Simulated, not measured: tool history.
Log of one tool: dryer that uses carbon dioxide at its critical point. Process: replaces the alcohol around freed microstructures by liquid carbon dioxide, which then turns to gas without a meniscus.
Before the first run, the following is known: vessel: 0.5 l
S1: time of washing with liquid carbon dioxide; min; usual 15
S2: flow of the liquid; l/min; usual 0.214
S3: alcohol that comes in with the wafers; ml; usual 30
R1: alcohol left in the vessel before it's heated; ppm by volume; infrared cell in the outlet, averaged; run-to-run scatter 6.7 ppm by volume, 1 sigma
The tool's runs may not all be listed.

run 1 hour=0 | S1=15 S2=0.214 S3=30 | R1=348
run 2 hour=30.6 | S1=15 S2=0.138 S3=30 | R1=2045
run 3 hour=56.1 | S1=15 S2=0.132 S3=30 | R1=2353
run 4 hour=79.3 | S1=15 S2=0.214 S3=30 | R1=348
run 5 hour=102.4 | S1=15 S2=0.336 S3=30 | R1=57
run 6 hour=120.8 | S1=15 S2=0.336 S3=30 | R1=64
run 7 hour=142.5 | S1=15 S2=0.336 S3=30 | R1=62
run 8 hour=164.8 | S1=15 S2=0.336 S3=30 | R1=60
run 9 hour=204.7 | S1=15 S2=0.214 S3=106 | R1=1253
run 10 hour=223.7 | S1=12 S2=0.214 S3=30 | R1=1026
run 11 hour=260.3 | S1=15 S2=0.214 S3=74 | R1=918
run 12 hour=283 | S1=15 S2=0.214 S3=74 | R1=915
run 13 hour=313.9 | S1=15 S2=0.214 S3=74 | R1=937
run 14 hour=338.2 | S1=15 S2=0.214 S3=74 | R1=936
run 15 hour=363 | S1=15 S2=0.214 S3=74 | R1=935
run 16 hour=380.3 | S1=15 S2=0.214 S3=58 | R1=776
run 17 hour=421 | S1=15 S2=0.214 S3=30 | R1=435
run 18 hour=455.3 | S1=15 S2=0.214 S3=30 | R1=437
-- hour=482.6 inlet filter changed
run 19 hour=482.6 | S1=15 S2=0.214 S3=30 | R1=352
run 20 hour=518.4 | S1=15 S2=0.214 S3=30 | R1=360
run 21 hour=557.3 | S1=15 S2=0.214 S3=30 | R1=359
run 22 hour=584.7 | S1=12 S2=0.214 S3=30 | R1=968
run 23 hour=609.4 | S1=15 S2=0.214 S3=30 | R1=383
run 24 hour=648.4 | S1=15 S2=0.214 S3=30 | R1=387
run 25 hour=684.4 | S1=15 S2=0.214 S3=30 | R1=388
run 26 hour=719.6 | S1=10 S2=0.351 S3=95 | R1=737
run 27 hour=759.6 | S1=10 S2=0.351 S3=95 | R1=745
run 28 hour=792.1 | S1=9 S2=0.157 S3=30 | R1=6210
run 29 hour=810.7 | S1=9 S2=0.157 S3=30 | R1=6271
run 30 hour=847.3 | S1=13 S2=0.147 S3=30 | R1=2889
run 31 hour=871 | S1=13 S2=0.147 S3=30 | R1=2835
run 32 hour=890.2 | S1=13 S2=0.147 S3=30 | R1=2919
run 33 hour=927.1 | S1=14 S2=0.147 S3=96 | R1=7455
run 34 hour=947.5 | S1=14 S2=0.147 S3=96 | R1=7438
run 35 hour=986.7 | S1=15 S2=0.214 S3=30 | R1=449
run 36 hour=1013.8 | S1=13 S2=0.313 S3=28 | R1=172
-- hour=1026.1 inlet filter changed
run 37 hour=1055.8 | S1=10 S2=0.317 S3=28 | R1=404
run 38 hour=1088.2 | S1=20 S2=0.145 S3=48 | R1=888
run 39 hour=1128.5 | S1=12 S2=0.297 S3=87 | R1=612
run 40 hour=1168.3 | S1=12 S2=0.267 S3=56 | R1=728
run 41 hour=1193.2 | S1=14 S2=0.267 S3=21 | R1=181
run 42 hour=1231.4 | S1=14 S2=0.267 S3=21 | R1=192
run 43 hour=1252 | S1=14 S2=0.267 S3=21 | R1=175
run 44 hour=1287.2 | S1=13 S2=0.214 S3=30 | R1=755
run 45 hour=1306 | S1=15 S2=0.23 S3=30 | R1=323
run 46 hour=1327.8 | S1=15 S2=0.272 S3=46 | R1=211
run 47 hour=1362.6 | S1=15 S2=0.272 S3=46 | R1=225
run 48 hour=1393.5 | S1=15 S2=0.229 S3=98 | R1=936

What if the next run were any one of these 3? Each begins from the tool's condition after run 48:
run A hour=1420.4 | S1=18 S2=0.182 S3=23 | R1=?
run B hour=1420.4 | S1=15 S2=0.214 S3=97 | R1=?
run C hour=1420.4 | S1=13 S2=0.229 S3=98 | R1=?

run=A R1=342
run=B R1=1316
run=C R1=1912
What these runs would have given with no unlogged condition in the tool:
run=A R1=206
run=B R1=970
run=C R1=1462
